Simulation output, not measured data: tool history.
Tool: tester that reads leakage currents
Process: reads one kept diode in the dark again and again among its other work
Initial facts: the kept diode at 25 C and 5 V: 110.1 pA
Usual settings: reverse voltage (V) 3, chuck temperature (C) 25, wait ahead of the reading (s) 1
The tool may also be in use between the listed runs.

run,day,reverse voltage (V),chuck temperature (C),wait ahead of the reading (s),current that the tester gives (pA)
1,0,3,25,1,95.7
2,2.846,3,25,1,95.75
3,6.808,3,25,1,95.88
4,10.767,3,25,1,95.6
5,14.7,3,25,1,96.3
6,16.8,3.31,25,1,99.99
7,20.317,3.31,25,1,100.6
8,22.875,3.31,25,1,100.62
9,26.942,3.31,30,0.54,146.69
10,31.271,3.31,30,0.54,146.3

Predict the results of run 11:
11,35.079,3.31,30,0.54,?

current that the tester gives (pA): 146.72
Without the tool's hidden state the same run would have given current that the tester gives (pA) 136.82.

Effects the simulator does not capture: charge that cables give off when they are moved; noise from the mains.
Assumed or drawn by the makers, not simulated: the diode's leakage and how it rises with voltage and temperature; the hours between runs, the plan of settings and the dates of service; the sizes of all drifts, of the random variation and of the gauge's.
